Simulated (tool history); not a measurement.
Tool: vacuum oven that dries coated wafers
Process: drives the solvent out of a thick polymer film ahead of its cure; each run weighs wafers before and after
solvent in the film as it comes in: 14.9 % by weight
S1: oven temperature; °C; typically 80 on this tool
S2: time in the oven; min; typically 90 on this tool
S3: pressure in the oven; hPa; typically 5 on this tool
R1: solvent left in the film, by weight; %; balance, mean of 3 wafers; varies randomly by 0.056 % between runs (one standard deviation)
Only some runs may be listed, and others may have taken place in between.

Run 1, day 0: usual settings. Result: R1 2.88 %.
Run 2, day 0.954: usual settings. Result: R1 2.99 %.
Run 3, day 1.717: usual settings but S1 78 °C. Result: R1 3.31 %.
Run 4, day 2.317: usual settings. Result: R1 3.01 %.
Run 5, day 3.212: usual settings. Result: R1 3.05 %.
Run 6, day 4.296: usual settings but S2 128 min. Result: R1 1.74 %.
Run 7, day 5.512: usual settings but S2 128 min. Result: R1 1.73 %.
Run 8, day 6.558: usual settings but S3 4.91 hPa. Result: R1 2.97 %.
Run 9, day 7.704: usual settings but S3 4.91 hPa. Result: R1 2.99 %.
Run 10, day 8.475: usual settings but S1 83 °C. Result: R1 2.35 %.
Run 11, day 9.096: usual settings but S1 68 °C, S2 64 min, S3 11.93 hPa. Result: R1 7.73 %.
Run 12, day 9.929: usual settings but S1 93 °C, S2 113 min, S3 8.06 hPa. Result: R1 0.8 %.
Run 13, day 10.567: usual settings but S1 93 °C, S2 113 min, S3 8.06 hPa. Result: R1 0.84 %.
Run 14, day 11.242: usual settings but S1 65 °C, S2 60 min, S3 7.17 hPa. Result: R1 8.25 %.
Run 15, day 12.071: usual settings but S1 65 °C, S2 60 min, S3 7.17 hPa. Result: R1 7.97 %.
Run 16, day 12.95: usual settings but S1 65 °C, S2 60 min, S3 7.17 hPa. Result: R1 7.97 %.
Run 17, day 13.442: usual settings but S1 83 °C, S3 19.47 hPa. Result: R1 3.47 %.
Run 18, day 14.454: usual settings but S1 67 °C, S3 10.03 hPa. Result: R1 6.27 %.
Run 19, day 15.388: usual settings but S2 62 min, S3 4.7 hPa. Result: R1 4.46 %.
Run 20, day 16.429: usual settings but S2 62 min, S3 4.7 hPa. Result: R1 4.57 %.

Subtracting, for every run, the result it would have given without the tool's unlogged condition from the measured result gives the following. The same run-to-run variation enters both numbers; the gauge's scatter may not:
Hidden state at play: true wafer temperature over the reading, C; true pressure over the reading, kPa; drift of the gauge itself on solvent_pct, %.
run     R1
  1  +0.49
  2   +0.5
  3  +0.54
  4   +0.5
  5  +0.51
  6   +0.4
  7  +0.41
  8  +0.53
  9  +0.54
 10  +0.48
 11  +0.65
 12   +0.2
 13   +0.2
 14  +0.62
 15   +0.6
 16  +0.61
 17   +0.6
 18  +0.74
 19  +0.63
 20  +0.64
